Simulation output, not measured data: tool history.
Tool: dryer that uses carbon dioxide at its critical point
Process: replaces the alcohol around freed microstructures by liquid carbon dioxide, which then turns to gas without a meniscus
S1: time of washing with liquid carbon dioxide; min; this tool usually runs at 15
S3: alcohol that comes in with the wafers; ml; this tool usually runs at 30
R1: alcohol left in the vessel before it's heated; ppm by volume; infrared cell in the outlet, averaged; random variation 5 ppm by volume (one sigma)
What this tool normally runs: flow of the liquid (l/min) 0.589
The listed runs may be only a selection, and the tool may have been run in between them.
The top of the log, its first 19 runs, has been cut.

run 20 hour=480.8 | S1=9 flow_of_the_liquid_(l/min)=0.589 S3=30 | R1=447
run 21 hour=511.8 | S1=15 flow_of_the_liquid_(l/min)=0.589 S3=30 | R1=138
run 22 hour=530.9 | S1=15 flow_of_the_liquid_(l/min)=0.589 S3=30 | R1=152
run 23 hour=545.7 | S1=22 flow_of_the_liquid_(l/min)=0.81 S3=37 | R1=136
run 24 hour=562.8 | S1=15 flow_of_the_liquid_(l/min)=0.589 S3=24 | R1=156
run 25 hour=591.7 | S1=12 flow_of_the_liquid_(l/min)=0.676 S3=38 | R1=176
run 26 hour=621.2 | S1=12 flow_of_the_liquid_(l/min)=0.676 S3=38 | R1=190
run 27 hour=651.8 | S1=12 flow_of_the_liquid_(l/min)=0.676 S3=38 | R1=184
run 28 hour=683.8 | S1=12 flow_of_the_liquid_(l/min)=0.676 S3=38 | R1=194
run 29 hour=705.9 | S1=12 flow_of_the_liquid_(l/min)=0.676 S3=38 | R1=207
run 30 hour=733.8 | S1=10 flow_of_the_liquid_(l/min)=0.589 S3=53 | R1=561
run 31 hour=752.6 | S1=10 flow_of_the_liquid_(l/min)=0.403 S3=53 | R1=1913
run 32 hour=774.6 | S1=19 flow_of_the_liquid_(l/min)=0.65 S3=77 | R1=170
run 33 hour=804.2 | S1=23 flow_of_the_liquid_(l/min)=0.85 S3=77 | R1=162
-- hour=812 inlet filter changed
run 34 hour=818.6 | S1=18 flow_of_the_liquid_(l/min)=0.672 S3=54 | R1=164
run 35 hour=843 | S1=12 flow_of_the_liquid_(l/min)=0.589 S3=59 | R1=226
run 36 hour=873.4 | S1=11 flow_of_the_liquid_(l/min)=0.899 S3=30 | R1=168
run 37 hour=891.7 | S1=11 flow_of_the_liquid_(l/min)=0.899 S3=30 | R1=175
run 38 hour=913.4 | S1=12 flow_of_the_liquid_(l/min)=0.599 S3=67 | R1=236
run 39 hour=942.9 | S1=15 flow_of_the_liquid_(l/min)=0.794 S3=30 | R1=171
run 40 hour=968.8 | S1=11 flow_of_the_liquid_(l/min)=0.974 S3=45 | R1=190
run 41 hour=982.8 | S1=10 flow_of_the_liquid_(l/min)=0.395 S3=45 | R1=1107
run 42 hour=997.1 | S1=10 flow_of_the_liquid_(l/min)=0.509 S3=52 | R1=548
run 43 hour=1015.5 | S1=10 flow_of_the_liquid_(l/min)=0.509 S3=52 | R1=575

Below are 3 alternative next runs, each starting from the tool's condition after run 43. Predict each:
run A hour=1034.1 | S1=21 flow_of_the_liquid_(l/min)=0.589 S3=24 | R1=?
run B hour=1034.1 | S1=10 flow_of_the_liquid_(l/min)=0.586 S3=30 | R1=?
run C hour=1034.1 | S1=9 flow_of_the_liquid_(l/min)=0.829 S3=30 | R1=?

run=A R1=188
run=B R1=285
run=C R1=212
What these runs would have given with no unlogged condition in the tool:
run=A R1=6
run=B R1=90
run=C R1=28
